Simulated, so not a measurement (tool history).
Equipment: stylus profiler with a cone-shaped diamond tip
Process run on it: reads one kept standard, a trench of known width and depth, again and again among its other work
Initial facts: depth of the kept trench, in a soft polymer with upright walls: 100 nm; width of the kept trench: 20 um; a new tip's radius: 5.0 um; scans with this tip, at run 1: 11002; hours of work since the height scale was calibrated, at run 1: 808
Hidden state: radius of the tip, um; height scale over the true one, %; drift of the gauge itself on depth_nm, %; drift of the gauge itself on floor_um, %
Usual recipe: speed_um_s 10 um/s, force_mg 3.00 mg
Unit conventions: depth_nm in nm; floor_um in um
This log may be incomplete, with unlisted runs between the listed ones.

run,hour,speed_um_s,force_mg,scans with this tip,hours of work since the height scale was calibrated,depth_nm,floor_um
1,0.0,10,3.00,11002,808,101.78,17.04
2,53.2,10,3.00,11417,838,101.74,17.04
3,102.6,10,7.26,11803,866,102.89,16.93
4,168.4,15,3.00,12316,904,101.77,16.88
5,232.1,11,3.00,12814,941,101.80,16.85
6,297.3,8,3.00,13323,978,101.85,16.83
7,354.3,8,3.00,13768,1011,101.80,16.81
# hour 368.8: new tip fitted, height scale calibrated
8,421.5,10,3.00,412,30,101.44,17.91
9,502.2,2,8.69,1042,76,102.88,17.84
10,552.2,2,3.79,1433,105,101.72,17.85
11,624.7,2,6.76,1998,147,102.45,17.76
12,665.6,7,1.31,2318,170,100.83,17.72
13,722.0,7,1.31,2758,202,100.97,17.69
14,806.7,25,1.22,3420,251,100.86,17.57
15,845.7,13,1.22,3724,273,100.90,17.55
16,900.7,13,1.22,4153,305,100.92,17.57

Measured minus without-hidden-state, run by run (identical run-to-run variation in each term; gauge scatter may differ):
run,depth_nm,floor_um
1,+0.31,-0.99
2,+0.33,-1.01
3,+0.34,-1.04
4,+0.35,-1.08
5,+0.37,-1.11
6,+0.39,-1.15
7,+0.41,-1.18
8,+0.01,-0.07
9,+0.03,-0.12
10,+0.04,-0.16
11,+0.06,-0.22
12,+0.07,-0.24
13,+0.09,-0.29
14,+0.11,-0.35
15,+0.11,-0.38
16,+0.14,-0.41
